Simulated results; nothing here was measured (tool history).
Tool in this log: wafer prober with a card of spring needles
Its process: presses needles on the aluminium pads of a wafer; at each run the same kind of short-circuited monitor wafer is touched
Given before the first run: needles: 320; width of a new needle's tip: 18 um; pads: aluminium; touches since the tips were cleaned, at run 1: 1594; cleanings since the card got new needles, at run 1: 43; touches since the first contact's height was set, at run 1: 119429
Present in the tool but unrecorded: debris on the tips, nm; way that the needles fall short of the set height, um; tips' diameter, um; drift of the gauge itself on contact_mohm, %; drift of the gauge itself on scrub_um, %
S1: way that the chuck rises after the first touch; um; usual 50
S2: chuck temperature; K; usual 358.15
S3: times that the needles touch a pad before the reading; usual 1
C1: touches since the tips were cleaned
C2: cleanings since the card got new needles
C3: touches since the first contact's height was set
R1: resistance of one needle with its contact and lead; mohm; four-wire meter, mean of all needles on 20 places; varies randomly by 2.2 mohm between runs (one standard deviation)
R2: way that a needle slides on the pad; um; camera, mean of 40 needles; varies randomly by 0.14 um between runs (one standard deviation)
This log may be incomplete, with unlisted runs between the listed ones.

run,hour,S1,S2,S3,C1,C2,C3,R1,R2
1,0.0,50,358.15,1,1594,43,119429,342,10.83
# hour 2.2: tips cleaned on abrasive film
# hour 6.6: tips cleaned on abrasive film
2,10.6,50,358.15,1,2210,45,125192,377,10.91
# hour 11.8: tips cleaned on abrasive film
# hour 16.1: tips cleaned on abrasive film
# hour 20.5: tips cleaned on abrasive film
# hour 25.9: tips cleaned on abrasive film
# hour 31.4: tips cleaned on abrasive film
3,35.2,50,358.15,1,2118,50,138530,372,10.67
# hour 36.4: tips cleaned on abrasive film
# hour 40.7: tips cleaned on abrasive film
# hour 46.1: tips cleaned on abrasive film
4,47.9,50,333.15,1,952,53,145382,329,10.26
# hour 51.2: tips cleaned on abrasive film
# hour 56.6: tips cleaned on abrasive film
5,57.9,50,358.15,2,738,55,150857,285,10.59
# hour 61.3: tips cleaned on abrasive film
# hour 66.6: tips cleaned on abrasive film
# hour 71.0: tips cleaned on abrasive film
# hour 75.6: height of the first contact set anew
# hour 76.7: tips cleaned on abrasive film
6,80.2,50,388.15,1,1900,59,2493,337,11.84
# hour 81.3: tips cleaned on abrasive film
# hour 86.7: tips cleaned on abrasive film
# hour 91.1: tips cleaned on abrasive film
# hour 96.5: tips cleaned on abrasive film
7,99.4,50,388.15,1,1636,63,12926,338,11.25
# hour 101.7: tips cleaned on abrasive film
# hour 107.1: tips cleaned on abrasive film
# hour 112.3: tips cleaned on abrasive film
8,112.3,50,388.15,1,0,66,19922,256,11.58
# hour 117.8: tips cleaned on abrasive film
# hour 122.2: tips cleaned on abrasive film
# hour 127.6: tips cleaned on abrasive film
# hour 132.5: tips cleaned on abrasive film
9,132.5,56,355.15,1,0,70,30870,253,12.92
# hour 138.0: tips cleaned on abrasive film
# hour 142.3: tips cleaned on abrasive film
# hour 147.8: tips cleaned on abrasive film
10,149.6,56,355.15,1,1025,73,40173,290,12.99
# hour 152.9: tips cleaned on abrasive film
# hour 157.3: tips cleaned on abrasive film
# hour 162.7: tips cleaned on abrasive film
# hour 167.1: tips cleaned on abrasive film
11,168.8,62,358.15,1,938,77,50585,283,13.98
# hour 172.0: tips cleaned on abrasive film
# hour 176.4: tips cleaned on abrasive film
# hour 181.8: tips cleaned on abrasive film
12,184.2,62,358.15,1,1373,80,58968,296,14.10
# hour 186.5: tips cleaned on abrasive film
# hour 191.8: tips cleaned on abrasive film
13,195.8,40,373.15,1,2194,82,65260,448,8.95
# hour 197.0: tips cleaned on abrasive film
# hour 201.4: tips cleaned on abrasive film
# hour 205.7: tips cleaned on abrasive film
# hour 210.1: tips cleaned on abrasive film
14,211.2,36,368.15,3,577,86,73535,303,7.94

The next listed run, before its measurement:
# hour 215.5: tips cleaned on abrasive film
# hour 219.9: tips cleaned on abrasive film
# hour 225.3: tips cleaned on abrasive film
15,228.5,50,303.15,1,1720,89,82953,?,?

Logged for run 15: R1 370 mohm, R2 11.12 um.
Were there no unlogged condition in the tool, this run, its random variation unchanged, would have produced R1 229 mohm, R2 11.93 um.

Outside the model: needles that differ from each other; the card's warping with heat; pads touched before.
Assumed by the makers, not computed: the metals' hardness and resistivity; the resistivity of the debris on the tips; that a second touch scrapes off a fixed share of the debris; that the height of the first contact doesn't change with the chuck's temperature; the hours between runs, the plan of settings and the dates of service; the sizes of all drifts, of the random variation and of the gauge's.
